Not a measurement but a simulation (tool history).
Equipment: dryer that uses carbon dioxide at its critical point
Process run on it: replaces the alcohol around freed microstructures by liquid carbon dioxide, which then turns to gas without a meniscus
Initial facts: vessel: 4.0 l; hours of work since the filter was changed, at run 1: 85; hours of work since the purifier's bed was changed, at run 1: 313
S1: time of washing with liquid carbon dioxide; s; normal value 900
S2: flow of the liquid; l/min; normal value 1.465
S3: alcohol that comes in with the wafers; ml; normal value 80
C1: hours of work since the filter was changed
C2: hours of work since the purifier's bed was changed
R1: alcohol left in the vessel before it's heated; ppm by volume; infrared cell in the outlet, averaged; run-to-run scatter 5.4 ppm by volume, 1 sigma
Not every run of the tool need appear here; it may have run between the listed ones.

run   hour    S1     S2   S3   C1   C2    R1
  1    0.0   900  1.465   80   85  313   187
  2   18.9   900  1.465   80   92  320   189
  3   41.0   900  1.465   55  101  329   143
  4   56.0   900  1.465   80  107  334   186
  5   78.5   900  1.465   80  115  343   201
  6  102.4   900  1.465   80  125  352   212
  7  119.1   900  1.465   80  131  359   214
  8  137.0   900  1.465   80  138  366   217
  9  151.1   900  1.680   80  143  371   115
 10  172.3   900  1.720   80  151  379   112
 11  189.8   900  1.450   80  158  386   237
 12  208.4   900  1.450   80  165  393   229
 13  232.3   900  1.450   80  175  402   242
 14  244.7   900  1.450   80  179  407   248
 15  264.9   900  1.380   80  187  415   301
 16  288.6   900  1.380   25  196  424   116
 17  312.9   900  1.380   25  206  433   111
 18  334.0   900  1.380   25  214  442   118
 19  360.0   900  1.380   25  224  452   119
 20  377.5   900  1.380   25  231  458   127
 21  400.1  1080  1.465   80  239  467   124
 22  414.9   900  2.400   80  245  473    55
 23  440.8   900  2.400   80  255  483    42
 24  467.4   900  2.400   80  265  493    43
     485.5  -- inlet filter changed
 25  495.2   900  2.400   80    4  503    35
 26  509.4  1440  1.960   90    9  509    28
 27  528.9   660  0.920   80   17  516  2015
 28  553.7   660  0.920   80   26  526  2008
 29  571.0   900  1.250  109   33  532   423
 30  585.6   900  1.250  109   39  538   436
 31  599.8  1020  1.465  115   44  544   137
 32  621.3   900  1.430   81   52  552   201
 33  645.3   900  1.430   81   62  561   201
 34  657.3   900  1.430   31   66  566    97
 35  669.4   840  1.430  106   71  570   346
 36  683.6   900  1.465   56   76  576   143
 37  707.2  1260  1.210  109   85  585   137
 38  734.4  1260  1.210  109   96  595   125
 39  747.1  1260  1.210  109  101  600   144
 40  760.3   720  1.020   53  106  605   969
 41  772.7   900  1.465   21  111  610    85
 42  796.1   660  2.130   45  120  619   111
 43  810.5  1020  2.130   45  125  625    35
 44  837.5   540  1.510   85  136  635  1201
 45  849.8   540  1.510   85  140  640  1229
 46  874.4   900  1.240   74  150  649   408

Selected run-to-run steps in R1, each split into two signed amounts: the part the tool would show with no hidden state at all (from settings, incoming material and random variation), and the remainder, which goes to the hidden state together with any gauge scatter not common to the measured and the hidden-state-free results:
The hidden state here: flow that reaches the vessel past the clogged filter, %; alcohol in the recycled carbon dioxide, ppm; drift of the gauge itself on alcohol_ppm, %.
Run 26 -> 27: S1 1440 -> 660, S2 1.960 -> 0.920, S3 90 -> 80. R1 +1987 ppm by volume: hidden state +57, all else +1930.
Run 28 -> 29: S1 660 -> 900, S2 0.920 -> 1.250, S3 80 -> 109. R1 -1585 ppm by volume: hidden state -43, all else -1542.
Run 40 -> 41: S1 720 -> 900, S2 1.020 -> 1.465, S3 53 -> 21. R1 -884 ppm by volume: hidden state -133, all else -751.
Run 43 -> 44: S1 1020 -> 540, S2 2.130 -> 1.510, S3 45 -> 85. R1 +1166 ppm by volume: hidden state +245, all else +921.
Run 45 -> 46: S1 540 -> 900, S2 1.510 -> 1.240, S3 85 -> 74. R1 -821 ppm by volume: hidden state -148, all else -673.
